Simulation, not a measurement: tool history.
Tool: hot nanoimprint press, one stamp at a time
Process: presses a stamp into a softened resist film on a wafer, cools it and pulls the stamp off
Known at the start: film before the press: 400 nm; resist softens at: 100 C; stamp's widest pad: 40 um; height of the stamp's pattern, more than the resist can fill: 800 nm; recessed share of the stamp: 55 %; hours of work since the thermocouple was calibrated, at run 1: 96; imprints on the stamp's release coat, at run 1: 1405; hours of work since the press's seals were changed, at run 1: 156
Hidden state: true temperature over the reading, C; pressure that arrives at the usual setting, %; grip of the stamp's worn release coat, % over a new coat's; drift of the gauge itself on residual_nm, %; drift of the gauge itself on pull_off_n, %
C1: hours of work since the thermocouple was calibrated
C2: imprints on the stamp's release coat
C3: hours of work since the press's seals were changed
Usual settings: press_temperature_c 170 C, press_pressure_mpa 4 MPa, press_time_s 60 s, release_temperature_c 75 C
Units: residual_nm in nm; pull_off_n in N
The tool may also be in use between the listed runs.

Run 1, day 0: usual settings; C1 96; C2 1405; C3 156. Result: residual_nm 165.1 nm, pull_off_n 259 N.
Run 2, day 0.383: usual settings but press_pressure_mpa 4.7 MPa; C1 103; C2 1447; C3 163. Result: residual_nm 152.7 nm, pull_off_n 270 N.
Run 3, day 0.792: usual settings but press_pressure_mpa 4.7 MPa; C1 110; C2 1491; C3 170. Result: residual_nm 153.5 nm, pull_off_n 278 N.
Run 4, day 1.171: usual settings but press_pressure_mpa 4.7 MPa; C1 116; C2 1533; C3 177. Result: residual_nm 152.6 nm, pull_off_n 277 N.
Run 5, day 1.492: usual settings but press_pressure_mpa 4.7 MPa; C1 122; C2 1568; C3 182. Result: residual_nm 153.1 nm, pull_off_n 265 N.
Run 6, day 1.862: usual settings but press_pressure_mpa 4.7 MPa; C1 128; C2 1609; C3 189. Result: residual_nm 153 nm, pull_off_n 276 N.
Run 7, day 2.183: usual settings but press_pressure_mpa 4.7 MPa; C1 134; C2 1644; C3 194. Result: residual_nm 152.8 nm, pull_off_n 275 N.
Run 8, day 2.525: usual settings; C1 140; C2 1681; C3 200. Result: residual_nm 164.3 nm, pull_off_n 280 N.
Run 9, day 2.95: usual settings; C1 147; C2 1728; C3 208. Result: residual_nm 163.7 nm, pull_off_n 267 N.
Run 10, day 3.425: usual settings but press_pressure_mpa 3.49 MPa; C1 155; C2 1780; C3 216. Result: residual_nm 174 nm, pull_off_n 282 N.
Run 11, day 3.696: usual settings but press_pressure_mpa 3.49 MPa; C1 160; C2 1810; C3 221. Result: residual_nm 173.8 nm, pull_off_n 289 N.
Run 12, day 4.146: usual settings; C1 168; C2 1859; C3 228. Result: residual_nm 163.9 nm, pull_off_n 278 N.
At day 4.742: stamp cleaned and given a new release coat.
Run 13, day 4.742: usual settings but press_time_s 79 s; C1 174; C2 0; C3 234. Result: residual_nm 145.3 nm, pull_off_n 216 N.
Run 14, day 5.058: usual settings but press_time_s 79 s; C1 179; C2 35; C3 240. Result: residual_nm 147.1 nm, pull_off_n 213 N.
Run 15, day 5.579: usual settings; C1 188; C2 92; C3 249. Result: residual_nm 162.8 nm, pull_off_n 212 N.
Run 16, day 5.908: usual settings; C1 194; C2 128; C3 255. Result: residual_nm 163.4 nm, pull_off_n 216 N.
Run 17, day 6.458: usual settings; C1 204; C2 188; C3 264. Result: residual_nm 162.9 nm, pull_off_n 225 N.
Run 18, day 6.954: usual settings but release_temperature_c 61 C; C1 212; C2 243; C3 273. Result: residual_nm 163 nm, pull_off_n 266 N.
Run 19, day 7.338: usual settings but press_temperature_c 179 C, press_pressure_mpa 2.79 MPa, press_time_s 39 s, release_temperature_c 63 C; C1 219; C2 284; C3 279. Result: residual_nm 168.3 nm, pull_off_n 258 N.
Run 20, day 7.862: usual settings but press_temperature_c 166 C, press_pressure_mpa 2.71 MPa, press_time_s 77 s; C1 228; C2 342; C3 289. Result: residual_nm 199.2 nm, pull_off_n 231 N.
Run 21, day 8.417: usual settings but press_temperature_c 163 C, press_time_s 63 s, release_temperature_c 63 C; C1 238; C2 402; C3 298. Result: residual_nm 204.1 nm, pull_off_n 262 N.
Run 22, day 8.917: usual settings but press_temperature_c 171 C, press_pressure_mpa 3.7 MPa, press_time_s 97 s, release_temperature_c 63 C; C1 246; C2 457; C3 307. Result: residual_nm 132 nm, pull_off_n 257 N.
Run 23, day 9.188: usual settings but press_temperature_c 171 C, press_pressure_mpa 3.7 MPa, press_time_s 97 s, release_temperature_c 63 C; C1 251; C2 487; C3 312. Result: residual_nm 132.3 nm, pull_off_n 265 N.
Run 24, day 9.683: usual settings but press_temperature_c 171 C, press_pressure_mpa 3.7 MPa, press_time_s 97 s, release_temperature_c 63 C; C1 260; C2 542; C3 320. Result: residual_nm 132.1 nm, pull_off_n 267 N.
Run 25, day 10: usual settings but press_time_s 87 s, release_temperature_c 62 C; C1 265; C2 576; C3 326. Result: residual_nm 138.6 nm, pull_off_n 271 N.
Run 26, day 10.317: usual settings but press_pressure_mpa 4.1 MPa, press_time_s 46 s, release_temperature_c 62 C; C1 271; C2 611; C3 331. Result: residual_nm 178.7 nm, pull_off_n 281 N.
Run 27, day 10.612: usual settings but press_temperature_c 159 C, press_pressure_mpa 3.29 MPa, press_time_s 37 s, release_temperature_c 71 C; C1 276; C2 643; C3 336. Result: residual_nm 290.2 nm, pull_off_n 249 N.
Run 28, day 11.133: usual settings but press_temperature_c 179 C, press_pressure_mpa 6.05 MPa, press_time_s 46 s, release_temperature_c 71 C; C1 285; C2 700; C3 345. Result: residual_nm 109.4 nm, pull_off_n 253 N.
Run 29, day 11.396: usual settings but press_temperature_c 179 C, press_pressure_mpa 6.05 MPa, press_time_s 46 s, release_temperature_c 71 C; C1 289; C2 729; C3 350. Result: residual_nm 110 nm, pull_off_n 255 N.
Run 30, day 11.65: usual settings but press_time_s 101 s; C1 294; C2 757; C3 354. Result: residual_nm 129.4 nm, pull_off_n 235 N.

Some steps in residual_nm between neighbouring runs. How much of each would the tool show without its hidden state too (settings, what came in, random variation), and how much is left for the hidden state, with any gauge scatter that isn't in both results?
Run 19 -> 20: press_temperature_c 179 -> 166, press_pressure_mpa 2.79 -> 2.71, press_time_s 39 -> 77, release_temperature_c 63 -> 75. residual_nm +30.9 nm: hidden state -1.3, all else +32.2.
Run 21 -> 22: press_temperature_c 163 -> 171, press_pressure_mpa 4 -> 3.7, press_time_s 63 -> 97. residual_nm -72.1 nm: hidden state +1.1, all else -73.2.
Run 26 -> 27: press_temperature_c 170 -> 159, press_pressure_mpa 4.1 -> 3.29, press_time_s 46 -> 37, release_temperature_c 62 -> 71. residual_nm +111.5 nm: hidden state -0.9, all else +112.4.
Run 27 -> 28: press_temperature_c 159 -> 179, press_pressure_mpa 3.29 -> 6.05, press_time_s 37 -> 46. residual_nm -180.8 nm: hidden state +2.6, all else -183.4.
Run 29 -> 30: press_temperature_c 179 -> 170, press_pressure_mpa 6.05 -> 4, press_time_s 46 -> 101, release_temperature_c 71 -> 75. residual_nm +19.4 nm: hidden state -1.2, all else +20.6.
